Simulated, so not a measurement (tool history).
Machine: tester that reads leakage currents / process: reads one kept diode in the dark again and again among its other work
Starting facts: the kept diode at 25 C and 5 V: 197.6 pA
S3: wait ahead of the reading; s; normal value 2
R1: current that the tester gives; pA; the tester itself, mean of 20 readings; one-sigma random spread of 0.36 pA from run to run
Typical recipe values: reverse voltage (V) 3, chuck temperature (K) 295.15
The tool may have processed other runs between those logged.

run 1 hour=0 | reverse_voltage_(V)=3 chuck_temperature_(K)=295.15 S3=2 | R1=119.7
run 2 hour=97.4 | reverse_voltage_(V)=3 chuck_temperature_(K)=295.15 S3=2 | R1=119.94
run 3 hour=183.2 | reverse_voltage_(V)=3 chuck_temperature_(K)=295.15 S3=2 | R1=119.53
run 4 hour=232 | reverse_voltage_(V)=3 chuck_temperature_(K)=295.15 S3=0.81 | R1=119.05
run 5 hour=287.5 | reverse_voltage_(V)=3 chuck_temperature_(K)=295.15 S3=2 | R1=120.13
run 6 hour=361.7 | reverse_voltage_(V)=3 chuck_temperature_(K)=295.15 S3=1.79 | R1=119.65
run 7 hour=442.1 | reverse_voltage_(V)=10.14 chuck_temperature_(K)=295.15 S3=1.79 | R1=235.57
-- hour=510.5 tester calibrated
run 8 hour=510.5 | reverse_voltage_(V)=3 chuck_temperature_(K)=329.15 S3=7.28 | R1=1158.61
run 9 hour=568.8 | reverse_voltage_(V)=1.24 chuck_temperature_(K)=311.15 S3=8.28 | R1=227.85
run 10 hour=684.8 | reverse_voltage_(V)=15.73 chuck_temperature_(K)=313.15 S3=0.88 | R1=1062.41
run 11 hour=802.3 | reverse_voltage_(V)=15.73 chuck_temperature_(K)=313.15 S3=0.88 | R1=1062.6
run 12 hour=854 | reverse_voltage_(V)=15.73 chuck_temperature_(K)=313.15 S3=0.88 | R1=1065.11
run 13 hour=956.4 | reverse_voltage_(V)=19.41 chuck_temperature_(K)=295.15 S3=8.52 | R1=335.92
run 14 hour=1038.5 | reverse_voltage_(V)=1.34 chuck_temperature_(K)=316.15 S3=2 | R1=330.41

Here are 3 independent what-if runs from the current tool condition. What would each one return?
run A hour=1096.5 | reverse_voltage_(V)=2.34 chuck_temperature_(K)=316.15 S3=0.87 | R1=?
run B hour=1096.5 | reverse_voltage_(V)=18.59 chuck_temperature_(K)=327.15 S3=1.18 | R1=?
run C hour=1096.5 | reverse_voltage_(V)=12.14 chuck_temperature_(K)=295.15 S3=3.2 | R1=?

run=A R1=451.06
run=B R1=2827.76
run=C R1=260.38
Had the tool no hidden state, the same runs would have come out as:
run=A R1=450.85
run=B R1=2826.48
run=C R1=260.14

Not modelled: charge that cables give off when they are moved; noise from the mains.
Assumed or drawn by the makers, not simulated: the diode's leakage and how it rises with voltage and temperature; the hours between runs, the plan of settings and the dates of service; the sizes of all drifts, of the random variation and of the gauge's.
